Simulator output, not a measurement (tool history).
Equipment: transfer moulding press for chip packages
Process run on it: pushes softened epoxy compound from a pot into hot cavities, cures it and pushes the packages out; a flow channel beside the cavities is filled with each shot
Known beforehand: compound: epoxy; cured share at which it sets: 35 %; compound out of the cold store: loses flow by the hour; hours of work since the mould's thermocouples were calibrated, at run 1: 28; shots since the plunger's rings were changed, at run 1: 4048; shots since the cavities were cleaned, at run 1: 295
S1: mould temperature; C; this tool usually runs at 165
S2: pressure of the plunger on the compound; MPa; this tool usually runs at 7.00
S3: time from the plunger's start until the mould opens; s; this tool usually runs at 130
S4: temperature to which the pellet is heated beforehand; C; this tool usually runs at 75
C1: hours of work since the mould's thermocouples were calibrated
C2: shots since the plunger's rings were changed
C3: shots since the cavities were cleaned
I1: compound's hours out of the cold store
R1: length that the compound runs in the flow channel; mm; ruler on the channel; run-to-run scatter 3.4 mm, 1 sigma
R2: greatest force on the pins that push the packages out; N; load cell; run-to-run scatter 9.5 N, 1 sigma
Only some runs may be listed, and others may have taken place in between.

run 1 hour=0.0 | S1=165 S2=7.00 S3=130 S4=75 | C1=28 C2=4048 C3=295 | I1=22.7 | R1=963 R2=653
run 2 hour=31.0 | S1=165 S2=7.00 S3=130 S4=75 | C1=40 C2=4243 C3=490 | I1=13.7 | R1=982 R2=730
-- hour=45.7 cavities cleaned with cleaning compound and waxed
run 3 hour=89.3 | S1=165 S2=7.00 S3=130 S4=75 | C1=63 C2=4600 C3=274 | I1=17.0 | R1=969 R2=645
run 4 hour=127.6 | S1=165 S2=7.00 S3=139 S4=75 | C1=78 C2=4842 C3=516 | I1=14.0 | R1=973 R2=768
-- hour=139.1 cavities cleaned with cleaning compound and waxed
run 5 hour=180.4 | S1=165 S2=7.00 S3=139 S4=75 | C1=99 C2=5165 C3=260 | I1=33.6 | R1=930 R2=617
-- hour=232.9 cavities cleaned with cleaning compound and waxed
run 6 hour=234.7 | S1=165 S2=7.00 S3=130 S4=75 | C1=120 C2=5497 C3=11 | I1=38.3 | R1=923 R2=433
run 7 hour=271.2 | S1=165 S2=7.00 S3=130 S4=75 | C1=134 C2=5727 C3=241 | I1=46.7 | R1=903 R2=621
run 8 hour=307.9 | S1=165 S2=7.00 S3=129 S4=75 | C1=149 C2=5958 C3=472 | I1=32.2 | R1=932 R2=722
-- hour=324.0 cavities cleaned with cleaning compound and waxed
run 9 hour=348.5 | S1=165 S2=7.00 S3=129 S4=75 | C1=165 C2=6204 C3=154 | I1=27.4 | R1=937 R2=551
run 10 hour=400.7 | S1=165 S2=7.00 S3=129 S4=75 | C1=186 C2=6533 C3=483 | I1=13.9 | R1=957 R2=749
-- hour=411.1 plunger's sealing rings changed
-- hour=418.8 cavities cleaned with cleaning compound and waxed
run 11 hour=446.5 | S1=165 S2=7.00 S3=129 S4=75 | C1=202 C2=213 C3=174 | I1=45.0 | R1=954 R2=576
-- hour=510.0 cavities cleaned with cleaning compound and waxed
run 12 hour=515.8 | S1=165 S2=7.00 S3=112 S4=79 | C1=230 C2=640 C3=36 | I1=46.0 | R1=937 R2=503
run 13 hour=552.8 | S1=169 S2=7.00 S3=123 S4=75 | C1=244 C2=873 C3=269 | I1=38.3 | R1=942 R2=608
-- hour=600.3 cavities cleaned with cleaning compound and waxed
run 14 hour=600.3 | S1=165 S2=8.04 S3=130 S4=75 | C1=263 C2=1163 C3=0 | I1=45.1 | R1=1011 R2=429
run 15 hour=630.8 | S1=165 S2=6.49 S3=130 S4=74 | C1=275 C2=1355 C3=192 | I1=14.2 | R1=958 R2=579
run 16 hour=660.9 | S1=168 S2=6.49 S3=130 S4=74 | C1=287 C2=1545 C3=382 | I1=15.0 | R1=946 R2=654
-- hour=693.9 cavities cleaned with cleaning compound and waxed
run 17 hour=693.9 | S1=168 S2=6.49 S3=130 S4=74 | C1=300 C2=1743 C3=0 | I1=21.0 | R1=928 R2=443
run 18 hour=747.9 | S1=162 S2=6.33 S3=136 S4=79 | C1=321 C2=2083 C3=340 | I1=12.7 | R1=959 R2=702
run 19 hour=775.6 | S1=162 S2=6.33 S3=136 S4=79 | C1=333 C2=2258 C3=515 | I1=47.9 | R1=893 R2=748
-- hour=784.0 cavities cleaned with cleaning compound and waxed
run 20 hour=838.1 | S1=165 S2=7.00 S3=130 S4=66 | C1=357 C2=2642 C3=341 | I1=45.6 | R1=927 R2=681
-- hour=874.4 cavities cleaned with cleaning compound and waxed
run 21 hour=903.1 | S1=165 S2=5.48 S3=130 S4=69 | C1=382 C2=3042 C3=181 | I1=23.1 | R1=857 R2=572

Difference, measured minus no-hidden-state, one row per run. Run-to-run variation is common to both terms; the gauge's own scatter need not be:
Unlogged tool condition in this case: true mould temperature over the reading, C; pressure that reaches the compound, % of what is set; grip of the stained cavities, % over clean ones'; drift of the gauge itself on flow_mm, %; drift of the gauge itself on push_out_n, %.
run=1 R1=-33 R2=+222
run=2 R1=-35 R2=+308
run=3 R1=-36 R2=+211
run=4 R1=-38 R2=+329
run=5 R1=-40 R2=+192
run=6 R1=-42 R2=+12
run=7 R1=-43 R2=+189
run=8 R1=-46 R2=+296
run=9 R1=-48 R2=+127
run=10 R1=-51 R2=+311
run=11 R1=-2 R2=+150
run=12 R1=-5 R2=+39
run=13 R1=-7 R2=+198
run=14 R1=-9 R2=+14
run=15 R1=-11 R2=+149
run=16 R1=-12 R2=+244
run=17 R1=-13 R2=+0
run=18 R1=-16 R2=+248
run=19 R1=-16 R2=+318
run=20 R1=-19 R2=+254
run=21 R1=-20 R2=+149
